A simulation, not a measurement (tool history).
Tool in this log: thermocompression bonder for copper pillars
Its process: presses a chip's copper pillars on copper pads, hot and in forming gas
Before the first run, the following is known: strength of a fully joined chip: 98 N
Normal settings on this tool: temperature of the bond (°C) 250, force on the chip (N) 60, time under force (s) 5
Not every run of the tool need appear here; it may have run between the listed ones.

run   hour  temperature of the bond (°C)  force on the chip (N)  time under force (s)  force that shears a chip off (N)
  1      0                           250                     60                     5                              58.5
  2     20                           250                     62                     5                              60.1
  3   43.9                           250                     76                     5                              64.2
  4   72.7                           250                     76                     5                                64
  5   91.5                           250                     76                     5                              63.8
  6  111.1                           250                     60                     5                                57
  7  127.6                           250                     60                     5                              58.5
  8  154.4                           250                     60                     5                              57.4
  9  177.1                           250                     60                     5                              57.2
     187.4  -- heater calibrated with a thermocouple chip
 10  192.8                           250                     60                     5                                61
 11  210.5                           250                     60                     5                              62.2
 12  240.8                           250                     60                     5                              61.4
 13  254.5                           250                     60                     5                              59.9
 14  276.9                           250                     60                     5                              60.3
 15    291                           250                     60                     5                              61.7
 16  304.5                           250                     60                     5                              60.1
 17  322.6                           279                     60                     5                              70.7
     347.2  -- forming gas filter changed
 18  352.9                           250                     60                     3                              55.7
 19  375.4                           250                     60                     5                              64.3
 20  403.6                           250                     60                     5                              64.2
 21  426.7                           242                     38                     6                              51.8
 22  443.1                           232                     55                     7                              58.8
 23  469.7                           232                     55                     7                              57.6
 24    500                           232                     55                     7                              58.4
 25    525                           232                     55                     7                              58.8
 26  538.2                           247                     60                     3                              51.4
 27  553.4                           247                     60                     3                              52.8
 28  583.9                           247                     60                     3                              50.5
 29  610.8                           250                     40                     5                              51.5
 30  639.2                           260                     42                    14                                73
 31  657.7                           250                     67                     5                              63.6
 32  679.3                           250                     58                     5                              59.6
 33  702.9                           239                     58                     5                                53
 34  725.8                           236                     41                     4                              41.7
 35  752.5                           263                     59                     6                              69.2
 36  780.6                           234                     87                    11                              74.3
 37  796.6                           234                     87                    11                              72.7
     812.8  -- force cell calibrated
 38  819.6                           274                     38                    15                              78.5
 39  838.4                           274                     38                     5                              60.7

3 options for the next run, each taken on its own from the tool as it stands now. Forecast them:
  A  861.7                           224                     41                     3                                 ?
  B  861.7                           268                     77                     5                                 ?
  C  861.7                           261                     48                     9                                 ?

run  force that shears a chip off (N)
  A                              33.2
  B                              72.8
  C                              69.9
Had the tool no hidden state, the same runs would have come out as:
run  force that shears a chip off (N)
  A                              37.3
  B                              79.3
  C                              76.4

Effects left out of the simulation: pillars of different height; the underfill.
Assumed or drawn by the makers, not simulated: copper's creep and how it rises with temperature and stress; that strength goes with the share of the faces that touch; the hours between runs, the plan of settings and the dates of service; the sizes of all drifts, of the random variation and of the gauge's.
